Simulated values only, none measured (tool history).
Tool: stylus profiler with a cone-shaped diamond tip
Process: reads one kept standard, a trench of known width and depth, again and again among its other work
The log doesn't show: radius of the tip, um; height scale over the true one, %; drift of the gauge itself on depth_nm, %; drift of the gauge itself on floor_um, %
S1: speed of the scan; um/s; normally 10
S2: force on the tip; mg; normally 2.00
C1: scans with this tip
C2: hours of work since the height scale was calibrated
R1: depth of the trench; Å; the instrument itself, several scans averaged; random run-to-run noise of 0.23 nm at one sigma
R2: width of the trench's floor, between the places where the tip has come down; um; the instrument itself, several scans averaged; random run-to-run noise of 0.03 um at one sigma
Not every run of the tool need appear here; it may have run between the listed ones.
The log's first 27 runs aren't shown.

run 28 hour=1077.6 | S1=10 S2=0.72 | C1=17451 C2=57 | R1=10069.5 R2=25.12
run 29 hour=1119.3 | S1=8 S2=0.81 | C1=17697 C2=76 | R1=10072.2 R2=25.12
run 30 hour=1156.1 | S1=20 S2=1.01 | C1=17916 C2=93 | R1=10087.6 R2=25.02
run 31 hour=1179.6 | S1=5 S2=1.29 | C1=18056 C2=104 | R1=10105.4 R2=25.10
run 32 hour=1221.9 | S1=5 S2=1.29 | C1=18307 C2=123 | R1=10100.7 R2=25.12
run 33 hour=1256.4 | S1=5 S2=1.29 | C1=18512 C2=139 | R1=10107.8 R2=25.11
run 34 hour=1289.7 | S1=19 S2=2.00 | C1=18709 C2=154 | R1=10141.3 R2=25.01
run 35 hour=1342.1 | S1=2 S2=2.00 | C1=19020 C2=178 | R1=10137.0 R2=25.03
run 36 hour=1378.1 | S1=12 S2=2.68 | C1=19234 C2=194 | R1=10170.4 R2=24.98
run 37 hour=1400.6 | S1=13 S2=4.83 | C1=19367 C2=205 | R1=10259.7 R2=25.00
run 38 hour=1446.8 | S1=13 S2=4.83 | C1=19642 C2=226 | R1=10257.3 R2=25.01
run 39 hour=1490.1 | S1=18 S2=2.00 | C1=19898 C2=246 | R1=10141.6 R2=24.92
run 40 hour=1525.0 | S1=39 S2=0.87 | C1=20106 C2=262 | R1=10072.6 R2=24.76
run 41 hour=1561.5 | S1=4 S2=2.02 | C1=20322 C2=278 | R1=10136.8 R2=24.99
run 42 hour=1597.0 | S1=14 S2=2.59 | C1=20533 C2=294 | R1=10167.6 R2=24.91
run 43 hour=1647.7 | S1=14 S2=2.59 | C1=20834 C2=318 | R1=10166.2 R2=24.85
run 44 hour=1669.8 | S1=9 S2=1.70 | C1=20965 C2=328 | R1=10120.6 R2=24.89
run 45 hour=1723.0 | S1=9 S2=1.70 | C1=21281 C2=352 | R1=10119.8 R2=24.88
run 46 hour=1765.3 | S1=9 S2=1.70 | C1=21532 C2=371 | R1=10121.8 R2=24.88

Here are 4 independent what-if runs from the current tool condition. What would each one return?
run A hour=1787.5 | S1=4 S2=4.08 | C1=21663 C2=381 | R1=? R2=?
run B hour=1787.5 | S1=29 S2=5.20 | C1=21663 C2=381 | R1=? R2=?
run C hour=1787.5 | S1=14 S2=4.84 | C1=21663 C2=381 | R1=? R2=?
run D hour=1787.5 | S1=6 S2=3.17 | C1=21663 C2=381 | R1=? R2=?

run=A R1=10229.3 R2=24.89
run=B R1=10266.9 R2=24.76
run=C R1=10256.1 R2=24.85
run=D R1=10184.6 R2=24.82
Take away the tool's hidden state, keep each run's random variation, and the runs would have read:
run=A R1=10242.5 R2=26.55
run=B R1=10280.1 R2=26.42
run=C R1=10269.3 R2=26.51
run=D R1=10197.7 R2=26.48

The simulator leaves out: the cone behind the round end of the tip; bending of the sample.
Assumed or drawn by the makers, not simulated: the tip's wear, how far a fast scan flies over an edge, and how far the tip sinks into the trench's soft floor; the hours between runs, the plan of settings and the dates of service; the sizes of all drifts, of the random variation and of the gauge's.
